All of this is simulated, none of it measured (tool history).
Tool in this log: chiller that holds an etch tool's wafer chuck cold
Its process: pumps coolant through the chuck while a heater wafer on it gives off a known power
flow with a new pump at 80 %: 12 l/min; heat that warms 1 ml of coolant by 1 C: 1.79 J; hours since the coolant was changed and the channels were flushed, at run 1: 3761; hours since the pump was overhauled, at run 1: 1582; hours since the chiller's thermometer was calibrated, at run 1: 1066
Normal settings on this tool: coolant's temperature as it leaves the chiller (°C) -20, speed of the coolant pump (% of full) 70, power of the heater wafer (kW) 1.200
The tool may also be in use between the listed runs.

run    hour  coolant's temperature as it leaves the chiller (°C)  speed of the coolant pump (% of full)  power of the heater wafer (kW)  hours since the coolant was changed and the channels were flushed  hours since the pump was overhauled  hours since the chiller's thermometer was calibrated  chuck's temperature once it has settled (°C)  how much warmer the coolant comes back (C)
  1     0.0                                                  -20                                     70                           1.200                                                               3761                                 1582                                                  1066                                          -2.6                                        3.91
  2    96.9                                                  -20                                     70                           1.200                                                               3857                                 1679                                                  1163                                          -2.7                                        3.95
  3   163.5                                                  -20                                     70                           1.200                                                               3924                                 1746                                                  1230                                          -2.5                                        3.96
  4   257.0                                                  -20                                     70                           1.200                                                               4018                                 1839                                                  1323                                          -2.5                                        3.92
  5   347.0                                                  -20                                     97                           1.200                                                               4108                                 1929                                                  1413                                          -5.3                                        2.78
  6   442.6                                                  -20                                     70                           1.200                                                               4203                                 2025                                                  1509                                          -2.5                                        3.97
  7   545.1                                                  -20                                     70                           1.200                                                               4306                                 2127                                                  1611                                          -2.3                                        3.95
  8   596.6                                                  -20                                     62                           1.200                                                               4357                                 2179                                                  1663                                          -1.1                                        4.50
  9   644.3                                                  -20                                     62                           1.200                                                               4405                                 2227                                                  1711                                          -1.3                                        4.54
 10   697.1                                                  -20                                     62                           1.200                                                               4458                                 2279                                                  1763                                          -1.3                                        4.54
 11   792.3                                                  -20                                     78                           1.200                                                               4553                                 2375                                                  1859                                          -3.3                                        3.53
 12   843.1                                                  -20                                     70                           1.200                                                               4604                                 2425                                                  1909                                          -2.1                                        3.95
 13   950.6                                                  -20                                     70                           1.200                                                               4711                                 2533                                                  2017                                          -2.0                                        3.98
 14  1017.5                                                  -20                                     70                           1.200                                                               4778                                 2600                                                  2084                                          -2.1                                        3.99
 15  1063.8                                                  -20                                     70                           1.200                                                               4824                                 2646                                                  2130                                          -1.9                                        3.99
 16  1157.9                                                  -20                                     70                           1.200                                                               4918                                 2740                                                  2224                                          -2.0                                        3.93
 17  1231.1                                                  -20                                     70                           1.200                                                               4992                                 2813                                                  2297                                          -1.9                                        3.95
     1244.9  -- coolant pump overhauled
 18  1330.2                                                  -20                                     70                           1.200                                                               5086                                   85                                                  2392                                          -1.8                                        3.96
 19  1419.5                                                  -26                                     69                           1.200                                                               5175                                  175                                                  2481                                          -7.6                                        4.05
 20  1488.6                                                  -26                                     69                           1.200                                                               5244                                  244                                                  2550                                          -7.5                                        4.09
 21  1543.4                                                  -20                                     89                           1.043                                                               5299                                  298                                                  2605                                          -5.9                                        2.66
 22  1615.3                                                  -20                                     89                           1.043                                                               5371                                  370                                                  2677                                          -5.9                                        2.77
     1666.1  -- coolant pump overhauled, once more
 23  1712.8                                                  -20                                     76                           1.276                                                               5463                                   47                                                  2769                                          -1.5                                        3.79
 24  1804.3                                                  -20                                     76                           1.276                                                               5555                                  138                                                  2861                                          -1.4                                        3.75
 25  1867.9                                                  -29                                     69                           1.200                                                               5619                                  202                                                  2924                                         -10.7                                        3.95
 26  1954.2                                                  -29                                     69                           1.200                                                               5705                                  288                                                  3011                                         -10.6                                        3.95
 27  2015.1                                                  -20                                     70                           1.465                                                               5766                                  349                                                  3071                                           2.1                                        4.78
 28  2115.4                                                  -20                                     70                           1.465                                                               5866                                  449                                                  3172                                           2.2                                        4.76
 29  2214.3                                                  -20                                     70                           1.465                                                               5965                                  548                                                  3271                                           2.5                                        4.75
 30  2267.6                                                  -20                                     70                           0.894                                                               6018                                  602                                                  3324                                          -6.2                                        2.93
 31  2370.0                                                  -20                                     70                           0.894                                                               6121                                  704                                                  3426                                          -6.3                                        3.00
 32  2458.6                                                  -20                                     83                           1.097                                                               6209                                  792                                                  3515                                          -4.5                                        2.96

Alternative continuations, all from the tool just after run 32; predict every row:
  A  2516.4                                                  -22                                     68                           1.200                                                               6267                                  850                                                  3573                                             ?                                           ?
  B  2516.4                                                  -13                                     66                           1.700                                                               6267                                  850                                                  3573                                             ?                                           ?
  C  2516.4                                                  -13                                     70                           1.200                                                               6267                                  850                                                  3573                                             ?                                           ?
  D  2516.4                                                  -20                                     84                           0.737                                                               6267                                  850                                                  3573                                             ?                                           ?

run  chuck's temperature once it has settled (°C)  how much warmer the coolant comes back (C)
  A                                          -3.0                                        4.03
  B                                          13.8                                        6.00
  C                                           5.7                                        3.89
  D                                          -9.5                                        1.99
Without the tool's hidden state the same runs would have given:
run  chuck's temperature once it has settled (°C)  how much warmer the coolant comes back (C)
  A                                          -6.0                                        3.99
  B                                           9.6                                        5.94
  C                                           2.7                                        3.85
  D                                         -11.4                                        1.97
